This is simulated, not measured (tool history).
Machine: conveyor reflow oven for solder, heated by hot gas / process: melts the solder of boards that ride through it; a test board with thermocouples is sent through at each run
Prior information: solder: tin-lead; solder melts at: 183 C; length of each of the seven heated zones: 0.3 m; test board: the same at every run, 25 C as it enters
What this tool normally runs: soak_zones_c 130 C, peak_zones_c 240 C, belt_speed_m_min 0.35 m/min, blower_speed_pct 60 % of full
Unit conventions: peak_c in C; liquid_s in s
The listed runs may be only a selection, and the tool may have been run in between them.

| run | hour | soak_zones_c | peak_zones_c | belt_speed_m_min | blower_speed_pct | peak_c | liquid_s |
|---|---|---|---|---|---|---|---|
| 1 | 0 | 130 | 240 | 0.35 | 60 | 219.4 | 75.9 |
| 2 | 10.9 | 130 | 240 | 0.35 | 60 | 219 | 75.5 |
| 3 | 23.8 | 130 | 240 | 0.35 | 60 | 219.1 | 75.2 |
| 4 | 31.5 | 130 | 240 | 0.35 | 60 | 219.4 | 75.8 |
| 5 | 38.1 | 130 | 240 | 0.35 | 56 | 217.9 | 74.2 |
| 6 | 46.8 | 130 | 240 | 0.35 | 63 | 219.9 | 76.4 |
| 7 | 58 | 130 | 240 | 0.35 | 71 | 221.3 | 77.9 |
| 8 | 65.5 | 130 | 240 | 0.35 | 71 | 221.3 | 78.3 |
| 9 | 73.1 | 130 | 240 | 0.35 | 60 | 218.7 | 74.7 |
| 10 | 84.2 | 130 | 240 | 0.348 | 60 | 219.1 | 75.8 |
| 11 | 93.6 | 130 | 240 | 0.348 | 60 | 218.6 | 75.3 |
| 12 | 100.8 | 130 | 240 | 0.348 | 60 | 218.7 | 75.2 |
| 13 | 113.1 | 130 | 240 | 0.348 | 60 | 219 | 75.8 |
| 14 | 126 | 130 | 240 | 0.348 | 60 | 218.5 | 75.6 |
| 15 | 133.6 | 130 | 240 | 0.35 | 60 | 218.4 | 74.5 |
| 16 | 140.8 | 130 | 240 | 0.35 | 60 | 218.6 | 74.5 |
| 17 | 149.6 | 130 | 238 | 0.35 | 60 | 216.9 | 72.6 |
|  | 154.8 | belt drive overhauled, speed set with a stopwatch |
| 18 | 164.2 | 119 | 240 | 0.285 | 60 | 223.9 | 95 |
| 19 | 170 | 119 | 240 | 0.285 | 60 | 224.1 | 95 |
| 20 | 180.4 | 119 | 240 | 0.285 | 60 | 223.5 | 94.9 |
| 21 | 188.1 | 119 | 254 | 0.29 | 53 | 234.3 | 102.9 |
| 22 | 199.4 | 119 | 254 | 0.29 | 53 | 234 | 103.2 |
|  | 208.4 | belt drive overhauled, speed set with a stopwatch, once more |
| 23 | 211.5 | 119 | 254 | 0.29 | 53 | 234 | 102.2 |
| 24 | 218.5 | 130 | 245 | 0.35 | 60 | 222.3 | 77.8 |
| 25 | 229.2 | 130 | 245 | 0.392 | 82 | 222.7 | 69.7 |
| 26 | 235.8 | 145 | 236 | 0.334 | 88 | 222.8 | 90.9 |
| 27 | 247.9 | 130 | 240 | 0.324 | 60 | 220.5 | 83.5 |
| 28 | 256.7 | 130 | 240 | 0.324 | 60 | 220.7 | 82.9 |
| 29 | 264.3 | 135 | 240 | 0.35 | 75 | 221.6 | 80.1 |
| 30 | 274.7 | 134 | 241 | 0.295 | 56 | 224.6 | 98.5 |

Here are 4 independent what-if runs from the current tool condition. What would each one return?
| A | 283.3 | 130 | 231 | 0.399 | 70 | ? | ? |
| B | 283.3 | 134 | 241 | 0.396 | 56 | ? | ? |
| C | 283.3 | 141 | 230 | 0.295 | 81 | ? | ? |
| D | 283.3 | 130 | 236 | 0.401 | 60 | ? | ? |

| run | peak_c | liquid_s |
|---|---|---|
| A | 207.5 | 52.3 |
| B | 213.4 | 60.3 |
| C | 219.1 | 97.2 |
| D | 208.2 | 53.2 |
Without the tool's hidden state the same runs would have given:
| run | peak_c | liquid_s |
|---|---|---|
| A | 210.8 | 57 |
| B | 216.6 | 64.2 |
| C | 221.6 | 100.3 |
| D | 211.5 | 57.6 |

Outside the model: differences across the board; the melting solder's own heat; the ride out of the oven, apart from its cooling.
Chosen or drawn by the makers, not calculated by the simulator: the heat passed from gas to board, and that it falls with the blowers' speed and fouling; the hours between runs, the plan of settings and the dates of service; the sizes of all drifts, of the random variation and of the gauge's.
